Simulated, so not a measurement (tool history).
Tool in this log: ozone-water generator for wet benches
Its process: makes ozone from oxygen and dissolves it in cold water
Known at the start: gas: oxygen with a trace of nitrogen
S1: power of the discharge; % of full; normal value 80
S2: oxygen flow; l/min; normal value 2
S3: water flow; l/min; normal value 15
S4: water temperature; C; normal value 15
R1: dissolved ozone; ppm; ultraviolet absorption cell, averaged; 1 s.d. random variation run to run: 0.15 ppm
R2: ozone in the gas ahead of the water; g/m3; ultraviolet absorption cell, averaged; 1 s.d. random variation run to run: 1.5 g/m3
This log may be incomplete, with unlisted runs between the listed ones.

| run | hour | S1 | S2 | S3 | S4 | R1 | R2 |
|---|---|---|---|---|---|---|---|
| 1 | 0 | 80 | 2 | 15 | 15 | 19.1 | 286.2 |
| 2 | 21 | 80 | 2 | 15 | 15 | 19.1 | 283.4 |
| 3 | 41 | 80 | 2 | 15 | 15 | 19 | 282.7 |
| 4 | 69.9 | 80 | 2 | 11 | 15 | 25.7 | 285.3 |
| 5 | 104.9 | 80 | 2 | 11 | 15 | 25.7 | 282.7 |
| 6 | 136.4 | 80 | 2 | 11 | 13 | 26.1 | 282 |
| 7 | 163.1 | 80 | 2 | 15 | 15 | 18.8 | 285.6 |
| 8 | 190.9 | 80 | 2 | 15 | 15 | 18.5 | 283.3 |
| 9 | 220.3 | 80 | 2 | 15 | 15 | 18.6 | 281 |
| 10 | 248.5 | 80 | 2 | 15 | 15 | 18.6 | 282.5 |
| 11 | 275.8 | 80 | 2 | 15 | 15 | 18.6 | 284.1 |
| 12 | 297.3 | 80 | 2 | 15 | 15 | 18.5 | 281.7 |
| 13 | 317 | 80 | 2 | 15 | 15 | 18.5 | 284.5 |
| 14 | 339.7 | 80 | 2 | 15 | 15 | 18.6 | 284.7 |
| 15 | 363.9 | 80 | 2 | 15 | 15 | 18.7 | 282 |
| 16 | 384.6 | 80 | 2 | 15 | 17 | 18.4 | 284.3 |
| 17 | 412 | 80 | 2 | 15 | 17 | 18.1 | 281.7 |
| 18 | 432.4 | 82 | 2.01 | 19 | 7 | 15.4 | 287.2 |
| 19 | 448.7 | 80 | 1.81 | 12 | 19 | 22.5 | 302.8 |
| 20 | 470.9 | 80 | 2 | 15 | 8 | 19.6 | 283.7 |
| 21 | 493.2 | 97 | 3.13 | 22 | 15 | 14.6 | 247.8 |
| 22 | 521.3 | 97 | 3.13 | 22 | 15 | 14.7 | 244.5 |
| 23 | 549.6 | 97 | 3.13 | 22 | 15 | 14.9 | 246.8 |
| 24 | 574.3 | 58 | 3.13 | 11 | 15 | 19.3 | 166.3 |
| 25 | 605.8 | 58 | 3.13 | 11 | 15 | 19.6 | 164.6 |
| 26 | 625.4 | 87 | 1.07 | 12 | 7 | 24.3 | 449 |
| 27 | 647.2 | 62 | 1.07 | 12 | 10 | 18.5 | 343.3 |
| 28 | 675.7 | 62 | 1.07 | 12 | 10 | 18.4 | 342.2 |
| 29 | 690.5 | 55 | 2 | 15 | 15 | 13.9 | 208.9 |
| 30 | 716.7 | 55 | 2.29 | 11 | 20 | 17.5 | 192 |
| 31 | 746.7 | 55 | 2.29 | 11 | 20 | 17.6 | 192.3 |

Branching from run 31: 4 alternative next runs. What would each branch give?
| A | 781.8 | 55 | 2.29 | 11 | 12 | ? | ? |
| B | 781.8 | 80 | 2 | 15 | 17 | ? | ? |
| C | 781.8 | 80 | 2 | 20 | 15 | ? | ? |
| D | 781.8 | 89 | 2 | 15 | 15 | ? | ? |

| run | R1 | R2 |
|---|---|---|
| A | 19.3 | 193.8 |
| B | 17.9 | 279.4 |
| C | 13.3 | 280.2 |
| D | 20.1 | 302.2 |
Had the tool no hidden state, the same runs would have come out as:
| run | R1 | R2 |
|---|---|---|
| A | 20 | 196.9 |
| B | 18.7 | 285.6 |
| C | 13.9 | 286.4 |
| D | 21 | 309.3 |
